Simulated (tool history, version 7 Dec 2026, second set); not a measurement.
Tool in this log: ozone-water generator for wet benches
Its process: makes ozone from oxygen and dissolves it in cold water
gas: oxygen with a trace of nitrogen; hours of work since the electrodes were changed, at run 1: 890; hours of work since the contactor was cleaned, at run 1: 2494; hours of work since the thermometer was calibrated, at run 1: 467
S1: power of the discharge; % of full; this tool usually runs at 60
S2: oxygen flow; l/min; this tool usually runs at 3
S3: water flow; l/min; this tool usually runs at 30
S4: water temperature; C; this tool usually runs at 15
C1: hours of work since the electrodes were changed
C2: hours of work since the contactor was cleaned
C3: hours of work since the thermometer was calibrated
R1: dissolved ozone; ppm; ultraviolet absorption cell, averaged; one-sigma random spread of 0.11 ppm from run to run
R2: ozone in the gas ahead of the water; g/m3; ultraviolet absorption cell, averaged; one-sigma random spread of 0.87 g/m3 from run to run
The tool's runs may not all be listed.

run    hour  S1    S2  S3  S4    C1    C2    C3    R1     R2
  1       0  60     3  30  15   890  2494   467   8.3  134.6
  2   175.1  60  2.58  30  15  1035  2640   613     8    144
  3   341.1  60  2.58  30  15  1174  2778   751   7.7  141.5
  4   490.7  60     3  30  15  1298  2902   876     8  131.6
  5   636.9  60     3  30  15  1419  3024   997   7.9  129.3
  6   756.4  60     3  30  15  1519  3123  1096   7.9    129
  7   909.8  60     3  30  15  1646  3251  1224   7.7  128.1
  8  1014.9  60     3  30  15  1734  3338  1311   7.8  127.6
  9  1191.8  60     3  30  15  1881  3485  1459   7.7  126.5
     1253.3  -- contactor cleaned
 10  1356.3  60     3  30  15  2014    86  1592     8  126.8
 11  1493.1  60     3  30  15  2128   199  1706   7.7  125.5
 12  1640.3  60     3  30  15  2251   322  1828   7.8  124.2
 13  1717.1  60     3  30  15  2314   386  1892   7.6  124.1
 14  1795.3  60     3  24  15  2379   451  1957   9.4  122.4
 15  1880.7  60     3  24  15  2450   522  2028   9.4  122.9
 16  2001.9  71     3  24  15  2551   623  2129  10.2  131.5
 17  2104.8  71     3  24  15  2637   708  2214    10  130.8
 18  2177.8  74  1.96  24  15  2698   769  2275   9.1  162.1
 19    2325  46  2.07  41  19  2820   891  2398   4.2    127
 20  2399.7  60     3  21  15  2882   953  2460  10.2  119.5
 21    2520  42  1.65  19  20  2982  1053  2560   7.9    134
 22  2618.7  42  1.65  23  20  3064  1135  2642   6.6  134.5
     2690.9  -- water thermometer calibrated
 23  2738.6  42  1.65  23  20  3163  1235    40   6.6  135.5
 24  2878.1  60     3  30  20  3279  1351   156   6.9  116.9
 25  3029.1  62  4.08  47  14  3405  1476   281   5.2  101.1
 26  3209.9  64   2.5  47  14  3555  1627   432   4.3  129.5
 27  3386.9  60  3.47  30  15  3703  1774   579     7  106.2
 28  3567.3  55  3.97  20  13  3853  1924   729  10.3     93
 29  3643.8  60     3  30   8  3916  1987   792   7.3  111.6
 30  3732.5  60     3  30   8  3990  2061   866   7.3  111.5
 31  3890.2  60     3  46   8  4121  2192   997   4.5  110.5
 32  3966.7  60     3  46   8  4185  2256  1061   4.6  108.9
 33    4050  44  2.82  36  17  4254  2325  1130   4.6   99.9
 34  4140.7  67     3  30  13  4329  2401  1206   7.2  114.7

Each row is a separate what-if for the run after 34, all from the same tool condition, not one after another. Results?
  A  4277.1  60   3  29  10  4443  2514  1319   ?   ?
  B  4277.1  60   3  25  21  4443  2514  1319   ?   ?
  C  4277.1  67   3  30  11  4443  2514  1319   ?   ?

run   R1     R2
  A  7.1  107.4
  B  7.6  107.5
  C  7.2  113.2
Without the tool's hidden state the same runs would have given:
run    R1     R2
  A   9.6    141
  B  10.2  141.2
  C   9.9  151.1

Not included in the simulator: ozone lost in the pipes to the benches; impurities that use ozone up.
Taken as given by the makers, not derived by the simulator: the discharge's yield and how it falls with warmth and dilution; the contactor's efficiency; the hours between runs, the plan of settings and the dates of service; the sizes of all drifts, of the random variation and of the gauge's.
